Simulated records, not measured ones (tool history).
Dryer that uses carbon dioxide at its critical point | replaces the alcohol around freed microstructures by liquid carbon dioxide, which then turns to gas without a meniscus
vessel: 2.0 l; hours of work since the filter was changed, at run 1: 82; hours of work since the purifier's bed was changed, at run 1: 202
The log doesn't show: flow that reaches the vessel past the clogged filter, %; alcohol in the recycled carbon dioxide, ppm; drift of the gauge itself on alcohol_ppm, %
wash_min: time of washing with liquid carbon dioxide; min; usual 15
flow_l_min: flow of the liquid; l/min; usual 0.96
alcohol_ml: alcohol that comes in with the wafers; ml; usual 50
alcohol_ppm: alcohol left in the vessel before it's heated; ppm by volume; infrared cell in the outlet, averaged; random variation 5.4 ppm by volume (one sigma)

| run | day | wash_min | flow_l_min | alcohol_ml | hours of work since the filter was changed | hours of work since the purifier's bed was changed | alcohol_ppm |
|---|---|---|---|---|---|---|---|
| 1 | 0 | 15 | 0.96 | 50 | 82 | 202 | 196 |
| 2 | 0.338 | 19 | 0.96 | 50 | 84 | 205 | 71 |
| 3 | 0.646 | 19 | 0.96 | 50 | 86 | 207 | 65 |
| 4 | 0.971 | 19 | 0.96 | 50 | 89 | 210 | 65 |
| 5 | 1.325 | 19 | 0.96 | 50 | 92 | 212 | 72 |
| 6 | 1.7 | 19 | 0.96 | 50 | 94 | 215 | 68 |
| 7 | 2.254 | 19 | 0.96 | 50 | 98 | 219 | 60 |
| 8 | 2.654 | 19 | 0.96 | 50 | 101 | 222 | 76 |
| 9 | 3.004 | 15 | 0.96 | 50 | 104 | 225 | 209 |
| 10 | 3.429 | 15 | 0.96 | 50 | 107 | 228 | 215 |
| 11 | 3.729 | 15 | 0.96 | 106 | 109 | 230 | 434 |
| 12 | 4.125 | 15 | 0.96 | 106 | 112 | 233 | 443 |
| 13 | 4.492 | 15 | 0.96 | 50 | 115 | 236 | 214 |
| 14 | 4.888 | 13 | 0.96 | 50 | 118 | 239 | 411 |
| 15 | 5.45 | 13 | 0.96 | 50 | 122 | 243 | 393 |
| 16 | 5.904 | 10 | 0.96 | 50 | 126 | 246 | 1028 |
| 17 | 6.271 | 15 | 0.739 | 50 | 128 | 249 | 682 |
| 18 | 6.621 | 15 | 0.739 | 50 | 131 | 252 | 687 |
| 19 | 7.254 | 15 | 0.96 | 50 | 136 | 256 | 227 |
| 20 | 7.65 | 15 | 0.96 | 50 | 139 | 259 | 246 |
| 21 | 8.162 | 15 | 0.96 | 50 | 142 | 263 | 241 |
| 22 | 8.604 | 15 | 0.825 | 50 | 146 | 267 | 464 |
| 23 | 9.062 | 15 | 0.825 | 50 | 149 | 270 | 484 |
| 24 | 9.542 | 12 | 0.96 | 50 | 153 | 273 | 601 |
| 25 | 9.825 | 15 | 0.96 | 81 | 155 | 276 | 388 |
| 26 | 10.288 | 15 | 0.96 | 81 | 158 | 279 | 403 |
| 27 | 10.708 | 15 | 0.788 | 32 | 161 | 282 | 390 |
| 28 | 11.25 | 15 | 0.788 | 32 | 165 | 286 | 391 |
| 29 | 11.612 | 20 | 1.086 | 115 | 168 | 289 | 78 |
| 30 | 11.9 | 20 | 1.086 | 115 | 170 | 291 | 80 |
| 31 | 12.483 | 15 | 0.948 | 50 | 175 | 295 | 280 |
| 32 | 12.967 | 11 | 0.96 | 28 | 178 | 299 | 497 |
| 33 | 13.554 | 11 | 0.849 | 98 | 183 | 303 | 2617 |
| 34 | 14.008 | 13 | 0.96 | 74 | 186 | 307 | 733 |
| 35 | 14.442 | 15 | 0.659 | 36 | 189 | 310 | 853 |
| 36 | 14.8 | 15 | 0.923 | 54 | 192 | 313 | 350 |
| 37 | 15.417 | 13 | 0.923 | 50 | 197 | 317 | 603 |
| 38 | 15.729 | 23 | 0.644 | 47 | 199 | 320 | 268 |
| 39 | 16.329 | 22 | 0.644 | 47 | 203 | 324 | 322 |
| 40 | 16.646 | 15 | 1.414 | 100 | 206 | 326 | 73 |
| 41 | 17.221 | 19 | 0.96 | 34 | 210 | 331 | 74 |
| 42 | 17.625 | 10 | 0.625 | 46 | 213 | 334 | 3469 |
| 43 | 18.292 | 15 | 1.266 | 73 | 218 | 339 | 107 |
| 44 | 18.604 | 16 | 1.618 | 50 | 220 | 341 | 33 |
| 45 | 18.988 | 15 | 1.075 | 68 | 223 | 344 | 243 |

Hidden state or all else? Some run-to-run changes of alcohol_ppm, split into what the settings, what came in and random variation would give without the hidden state, and what is left for the hidden state (with any gauge scatter that isn't in both results):
Run 32 -> 33: flow_l_min 0.96 -> 0.849, alcohol_ml 28 -> 98. alcohol_ppm +2120 ppm by volume: hidden state +674, all else +1446.
Run 41 -> 42: wash_min 19 -> 10, flow_l_min 0.96 -> 0.625, alcohol_ml 34 -> 46. alcohol_ppm +3395 ppm by volume: hidden state +862, all else +2533.
Run 42 -> 43: wash_min 10 -> 15, flow_l_min 0.625 -> 1.266, alcohol_ml 46 -> 73. alcohol_ppm -3362 ppm by volume: hidden state -838, all else -2524.
